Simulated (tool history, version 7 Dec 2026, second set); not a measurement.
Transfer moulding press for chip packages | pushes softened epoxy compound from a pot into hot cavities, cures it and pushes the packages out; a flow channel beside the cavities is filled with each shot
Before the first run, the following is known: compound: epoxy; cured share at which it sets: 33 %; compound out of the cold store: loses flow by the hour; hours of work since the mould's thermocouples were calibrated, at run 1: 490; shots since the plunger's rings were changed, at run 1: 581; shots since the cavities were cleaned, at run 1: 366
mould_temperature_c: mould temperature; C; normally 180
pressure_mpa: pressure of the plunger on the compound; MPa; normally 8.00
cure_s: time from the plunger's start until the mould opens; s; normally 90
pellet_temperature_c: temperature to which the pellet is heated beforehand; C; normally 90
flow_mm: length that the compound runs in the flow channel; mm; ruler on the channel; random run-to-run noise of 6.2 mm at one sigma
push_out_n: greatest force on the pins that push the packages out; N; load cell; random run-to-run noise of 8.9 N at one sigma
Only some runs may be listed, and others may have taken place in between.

run   hour  mould_temperature_c  pressure_mpa  cure_s  pellet_temperature_c  hours of work since the mould's thermocouples were calibrated  shots since the plunger's rings were changed  shots since the cavities were cleaned  incoming compound's hours out of the cold store  flow_mm  push_out_n
  1    0.0                  180          8.00      90                    90                                                            490                                           581                                    366                                             32.9      681         399
  2   11.7                  180          8.00      90                    90                                                            497                                           719                                    504                                             32.8      697         396
  3   22.5                  180          8.00      90                    90                                                            504                                           846                                    631                                             12.6      799         427
  4   35.5                  180          8.00      90                    98                                                            512                                          1000                                    785                                             43.4      637         393
      43.9  -- cavities cleaned with cleaning compound and waxed
  5   56.3                  180          8.00      90                    98                                                            524                                          1228                                    146                                             17.7      776         422
  6   66.2                  180          8.00      90                    98                                                            531                                          1344                                    262                                             24.8      731         413
  7   80.1                  180          8.00      90                    98                                                            540                                          1509                                    427                                             17.9      756         417
  8   96.5                  180          8.00      98                    98                                                            550                                          1703                                    621                                             21.9      736         379
  9  107.5                  180          8.00      98                    98                                                            557                                          1832                                    750                                             19.4      757         369
     119.3  -- cavities cleaned with cleaning compound and waxed
 10  125.9                  180          8.00      98                    98                                                            568                                          2032                                     79                                             30.2      706         358
 11  134.2                  180          8.00      90                    90                                                            573                                          2130                                    177                                             25.9      723         406
 12  146.6                  180          8.00      90                    90                                                            581                                          2275                                    322                                             47.0      636         387
 13  159.4                  180          8.00     116                    90                                                            589                                          2426                                    473                                             40.2      668         355
 14  173.2                  180          8.00     116                    90                                                            598                                          2590                                    637                                             16.7      772         336
 15  187.6                  186          8.00      97                    90                                                            607                                          2760                                    807                                             21.9      732         337
     190.5  -- mould's thermocouples calibrated
     195.6  -- cavities cleaned with cleaning compound and waxed
 16  204.2                  180          8.98      75                    90                                                              8                                          2915                                    102                                             22.1      793         562
 17  219.1                  178          9.19     124                    95                                                             17                                          3091                                    278                                             10.6      876         344
 18  228.2                  186          9.19     124                    95                                                             23                                          3198                                    385                                             31.9      731         330
 19  246.9                  186          9.19     124                    95                                                             35                                          3418                                    605                                             36.3      710         330
 20  266.2                  186          9.19     124                    95                                                             47                                          3646                                    833                                              8.4      849         330
     270.8  -- cavities cleaned with cleaning compound and waxed
 21  283.6                  183          9.19     119                    87                                                             57                                          3834                                    151                                             12.3      836         344
 22  295.7                  175          8.00     108                    95                                                             65                                          3977                                    294                                             16.1      783         399
 23  306.8                  172          8.00      90                    92                                                             72                                          4108                                    425                                             31.5      716         694
 24  318.0                  180          6.72      90                    96                                                             79                                          4240                                    557                                             14.5      706         404
 25  334.5                  175          6.51      86                    96                                                             89                                          4435                                    752                                             14.7      730         630
     345.8  -- cavities cleaned with cleaning compound and waxed
 26  349.7                  175          8.61     115                    89                                                             98                                          4596                                     45                                             29.0      746         365
 27  365.8                  175          8.61     115                    89                                                            108                                          4787                                    236                                             14.8      833         378
 28  381.3                  186          6.67      82                    97                                                            118                                          4970                                    419                                             46.6      552         359

Below are 3 alternative next runs, each starting from the tool's condition after run 28. Predict each:
  A  399.3                  180          8.00     120                    80                                                            130                                          5182                                    631                                             23.6        ?           ?
  B  399.3                  186          7.13      82                    97                                                            130                                          5182                                    631                                             40.1        ?           ?
  C  399.3                  186          6.53      77                    88                                                            130                                          5182                                    631                                             26.3        ?           ?

run  flow_mm  push_out_n
  A      736         345
  B      600         380
  C      640         393
With no hidden state in the tool, these same runs would have given:
run  flow_mm  push_out_n
  A      738         339
  B      602         374
  C      642         387
